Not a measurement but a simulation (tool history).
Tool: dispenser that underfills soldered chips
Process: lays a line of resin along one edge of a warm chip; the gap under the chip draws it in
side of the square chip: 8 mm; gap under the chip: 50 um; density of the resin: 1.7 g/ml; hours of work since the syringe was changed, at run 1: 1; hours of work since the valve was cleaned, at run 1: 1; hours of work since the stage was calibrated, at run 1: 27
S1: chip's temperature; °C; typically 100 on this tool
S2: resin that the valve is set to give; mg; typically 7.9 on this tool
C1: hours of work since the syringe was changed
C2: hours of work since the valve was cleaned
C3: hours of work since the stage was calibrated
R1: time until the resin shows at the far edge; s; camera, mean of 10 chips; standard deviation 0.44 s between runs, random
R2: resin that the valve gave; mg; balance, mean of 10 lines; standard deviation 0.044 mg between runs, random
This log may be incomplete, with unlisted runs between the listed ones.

run	hour	S1	S2	C1	C2	C3	R1	R2
1	0	100	7.9	1	1	27	34.7	7.91
2	4.6	100	7.9	4	4	30	44.3	7.84
# hour 9.5: new syringe of resin
3	12.7	100	7.9	2	9	35	39.6	7.96
# hour 20.4: new syringe of resin
4	21	100	7.9	0	15	40	33.9	7.79
5	28.4	100	7.9	5	19	45	49.7	7.69
# hour 30.9: new syringe of resin
6	36.3	100	7.9	4	25	50	43.6	7.75
# hour 41.5: new syringe of resin
7	46	100	7.9	3	31	57	41.8	7.69
# hour 52.1: new syringe of resin
8	54	100	7.9	1	36	62	37.1	7.68
9	61.8	100	7.9	7	41	67	55.2	7.61
# hour 62.8: new syringe of resin
10	66.7	100	7.9	3	44	70	41.1	7.63
# hour 70.7: dispensing valve cleaned and set on the balance
# hour 74.6: new syringe of resin
11	76.2	100	7.9	1	3	75	36.9	7.9
# hour 85.1: new syringe of resin
12	85.1	100	8.24	0	9	81	33.2	8.2
13	92.1	100	8.24	5	14	86	47.6	8.2
# hour 95.8: new syringe of resin
14	100.8	100	8.24	3	19	91	43	8.27
15	105.2	100	8.24	6	22	94	54.5	8.12
# hour 106.3: new syringe of resin
16	114.8	100	8.24	6	29	101	50.8	8.05
# hour 117.3: new syringe of resin
17	124	100	8.24	4	34	106	46.2	8.13
# hour 128.1: new syringe of resin
18	131.2	90	7.12	2	39	111	59.3	7
19	135.8	100	7.42	5	42	114	52.1	7.24
# hour 139: new syringe of resin
# hour 142.9: dispensing valve cleaned and set on the balance
20	144.1	100	7.42	3	1	119	41.4	7.41
# hour 151.1: new syringe of resin
21	153.9	100	7.42	2	7	125	38.9	7.38
# hour 161.9: new syringe of resin
22	161.9	85	9.89	0	12	130	58.3	9.78
23	171.6	85	9.89	6	19	137	95.4	9.75
# hour 172.6: new syringe of resin
24	181.6	109	10.23	6	25	143	37.2	10.1
# hour 183.9: new syringe of resin
25	188.2	109	10.23	3	29	147	30.5	9.97
# hour 195.2: new syringe of resin
26	196.8	89	6.9	1	35	153	58.3	6.69
# hour 206: new syringe of resin
27	206.7	98	7.58	0	41	159	38.8	7.32
28	211.3	108	7.42	4	44	162	34.6	7.2
# hour 214.9: dispensing valve cleaned and set on the balance
29	216.6	111	8.2	6	1	165	37.7	8.29
# hour 217.7: new syringe of resin
30	221.1	96	9.83	2	4	168	46.3	9.83
31	226.4	96	9.83	6	7	172	57.4	9.79
# hour 228.5: new syringe of resin
32	233.5	103	9.65	3	12	176	38.1	9.58
# hour 239.3: new syringe of resin
33	240.9	109	9.65	1	17	181	25.3	9.57
34	249.2	109	9.65	7	22	186	39.5	9.51

How the hidden state differs across the entries between the runs, from the last listed run before each to the first after it:
Run 2 -> run 3: new syringe of resin (hour 9.5)
  resin's viscosity, % of fresh resin's: 133.9 -> 118.9; dose that the valve gives, % of what is set: 99.66 -> 99.3; true chip temperature over the reading, C: -0.38 -> -0.42
  measured result minus the result with no hidden state, R1: +11.7 -> +6.8 s; R2: -0.02 -> -0.06 mg
Run 3 -> run 4: new syringe of resin (hour 20.4)
  resin's viscosity, % of fresh resin's: 118.9 -> 102.6; dose that the valve gives, % of what is set: 99.3 -> 98.92; true chip temperature over the reading, C: -0.42 -> -0.45
  measured result minus the result with no hidden state, R1: +6.8 -> +1.4 s; R2: -0.06 -> -0.08 mg
Run 5 -> run 6: new syringe of resin (hour 30.9)
  resin's viscosity, % of fresh resin's: 149.7 -> 131.7; dose that the valve gives, % of what is set: 98.58 -> 98.21; true chip temperature over the reading, C: -0.49 -> -0.53
  measured result minus the result with no hidden state, R1: +17.2 -> +11.3 s; R2: -0.12 -> -0.14 mg
Run 6 -> run 7: new syringe of resin (hour 41.5)
  resin's viscosity, % of fresh resin's: 131.7 -> 124.9; dose that the valve gives, % of what is set: 98.21 -> 97.77; true chip temperature over the reading, C: -0.53 -> -0.57
  measured result minus the result with no hidden state, R1: +11.3 -> +9.1 s; R2: -0.14 -> -0.18 mg
Run 7 -> run 8: new syringe of resin (hour 52.1)
  resin's viscosity, % of fresh resin's: 124.9 -> 110.7; dose that the valve gives, % of what is set: 97.77 -> 97.42; true chip temperature over the reading, C: -0.57 -> -0.6
  measured result minus the result with no hidden state, R1: +9.1 -> +4.5 s; R2: -0.18 -> -0.2 mg
Run 9 -> run 10: new syringe of resin (hour 62.8)
  resin's viscosity, % of fresh resin's: 164.7 -> 121.4; dose that the valve gives, % of what is set: 97.07 -> 96.88; true chip temperature over the reading, C: -0.64 -> -0.66
  measured result minus the result with no hidden state, R1: +22.6 -> +8.2 s; R2: -0.23 -> -0.25 mg
Run 10 -> run 11: dispensing valve cleaned and set on the balance (hour 70.7); new syringe of resin (hour 74.6)
  resin's viscosity, % of fresh resin's: 121.4 -> 109.1; dose that the valve gives, % of what is set: 96.88 -> 100.27; true chip temperature over the reading, C: -0.66 -> -0.7
  measured result minus the result with no hidden state, R1: +8.2 -> +3.8 s; R2: -0.25 -> +0.02 mg
Run 11 -> run 12: new syringe of resin (hour 85.1)
  resin's viscosity, % of fresh resin's: 109.1 -> 101.7; dose that the valve gives, % of what is set: 100.27 -> 99.87; true chip temperature over the reading, C: -0.7 -> -0.74
  measured result minus the result with no hidden state, R1: +3.8 -> +1.4 s; R2: +0.02 -> -0.01 mg
Run 13 -> run 14: new syringe of resin (hour 95.8)
  resin's viscosity, % of fresh resin's: 144.7 -> 129.4; dose that the valve gives, % of what is set: 99.52 -> 99.14; true chip temperature over the reading, C: -0.78 -> -0.81
  measured result minus the result with no hidden state, R1: +15.7 -> +10.7 s; R2: -0.04 -> -0.07 mg
Run 15 -> run 16: new syringe of resin (hour 106.3)
  resin's viscosity, % of fresh resin's: 161.6 -> 154; dose that the valve gives, % of what is set: 98.95 -> 98.52; true chip temperature over the reading, C: -0.84 -> -0.88
  measured result minus the result with no hidden state, R1: +21.8 -> +19 s; R2: -0.09 -> -0.12 mg
Run 16 -> run 17: new syringe of resin (hour 117.3)
  resin's viscosity, % of fresh resin's: 154 -> 139; dose that the valve gives, % of what is set: 98.52 -> 98.13; true chip temperature over the reading, C: -0.88 -> -0.92
  measured result minus the result with no hidden state, R1: +19 -> +14.1 s; R2: -0.12 -> -0.15 mg
Run 17 -> run 18: new syringe of resin (hour 128.1)
  resin's viscosity, % of fresh resin's: 139 -> 117.9; dose that the valve gives, % of what is set: 98.13 -> 97.81; true chip temperature over the reading, C: -0.92 -> -0.96
  measured result minus the result with no hidden state, R1: +14.1 -> +11.2 s; R2: -0.15 -> -0.16 mg
Run 19 -> run 20: new syringe of resin (hour 139); dispensing valve cleaned and set on the balance (hour 142.9)
  resin's viscosity, % of fresh resin's: 149.4 -> 122.6; dose that the valve gives, % of what is set: 97.61 -> 99.91; true chip temperature over the reading, C: -0.98 -> -1.01
  measured result minus the result with no hidden state, R1: +18.6 -> +8.8 s; R2: -0.18 -> -0.01 mg
Run 20 -> run 21: new syringe of resin (hour 151.1)
  resin's viscosity, % of fresh resin's: 122.6 -> 114.1; dose that the valve gives, % of what is set: 99.91 -> 99.45; true chip temperature over the reading, C: -1.01 -> -1.06
  measured result minus the result with no hidden state, R1: +8.8 -> +6.2 s; R2: -0.01 -> -0.04 mg
Run 21 -> run 22: new syringe of resin (hour 161.9)
  resin's viscosity, % of fresh resin's: 114.1 -> 99.7; dose that the valve gives, % of what is set: 99.45 -> 99.12; true chip temperature over the reading, C: -1.06 -> -1.1
  measured result minus the result with no hidden state, R1: +6.2 -> +2.3 s; R2: -0.04 -> -0.08 mg
Run 23 -> run 24: new syringe of resin (hour 172.6)
  resin's viscosity, % of fresh resin's: 162.1 -> 155.7; dose that the valve gives, % of what is set: 98.65 -> 98.17; true chip temperature over the reading, C: -1.14 -> -1.19
  measured result minus the result with no hidden state, R1: +38.8 -> +14.6 s; R2: -0.14 -> -0.19 mg
Run 24 -> run 25: new syringe of resin (hour 183.9)
  resin's viscosity, % of fresh resin's: 155.7 -> 124; dose that the valve gives, % of what is set: 98.17 -> 97.87; true chip temperature over the reading, C: -1.19 -> -1.22
  measured result minus the result with no hidden state, R1: +14.6 -> +6.8 s; R2: -0.19 -> -0.22 mg
Run 25 -> run 26: new syringe of resin (hour 195.2)
  resin's viscosity, % of fresh resin's: 124 -> 108.1; dose that the valve gives, % of what is set: 97.87 -> 97.52; true chip temperature over the reading, C: -1.22 -> -1.25
  measured result minus the result with no hidden state, R1: +6.8 -> +7.3 s; R2: -0.22 -> -0.18 mg
Run 26 -> run 27: new syringe of resin (hour 206)
  resin's viscosity, % of fresh resin's: 108.1 -> 103.2; dose that the valve gives, % of what is set: 97.52 -> 97.08; true chip temperature over the reading, C: -1.25 -> -1.3
  measured result minus the result with no hidden state, R1: +7.3 -> +3.2 s; R2: -0.18 -> -0.22 mg
Run 28 -> run 29: dispensing valve cleaned and set on the balance (hour 214.9)
  resin's viscosity, % of fresh resin's: 130.4 -> 162.4; dose that the valve gives, % of what is set: 96.86 -> 100.01; true chip temperature over the reading, C: -1.32 -> -1.34
  measured result minus the result with no hidden state, R1: +9.5 -> +15.4 s; R2: -0.23 -> +0.01 mg
Run 29 -> run 30: new syringe of resin (hour 217.7)
  resin's viscosity, % of fresh resin's: 162.4 -> 116.2; dose that the valve gives, % of what is set: 100.01 -> 99.84; true chip temperature over the reading, C: -1.34 -> -1.36
  measured result minus the result with no hidden state, R1: +15.4 -> +8.4 s; R2: +0.01 -> -0.01 mg
Run 31 -> run 32: new syringe of resin (hour 228.5)
  resin's viscosity, % of fresh resin's: 151.7 -> 127.8; dose that the valve gives, % of what is set: 99.64 -> 99.35; true chip temperature over the reading, C: -1.38 -> -1.42
  measured result minus the result with no hidden state, R1: +21.4 -> +9.9 s; R2: -0.04 -> -0.06 mg
Run 32 -> run 33: new syringe of resin (hour 239.3)
  resin's viscosity, % of fresh resin's: 127.8 -> 107.2; dose that the valve gives, % of what is set: 99.35 -> 99.04; true chip temperature over the reading, C: -1.42 -> -1.45
  measured result minus the result with no hidden state, R1: +9.9 -> +2.9 s; R2: -0.06 -> -0.09 mg

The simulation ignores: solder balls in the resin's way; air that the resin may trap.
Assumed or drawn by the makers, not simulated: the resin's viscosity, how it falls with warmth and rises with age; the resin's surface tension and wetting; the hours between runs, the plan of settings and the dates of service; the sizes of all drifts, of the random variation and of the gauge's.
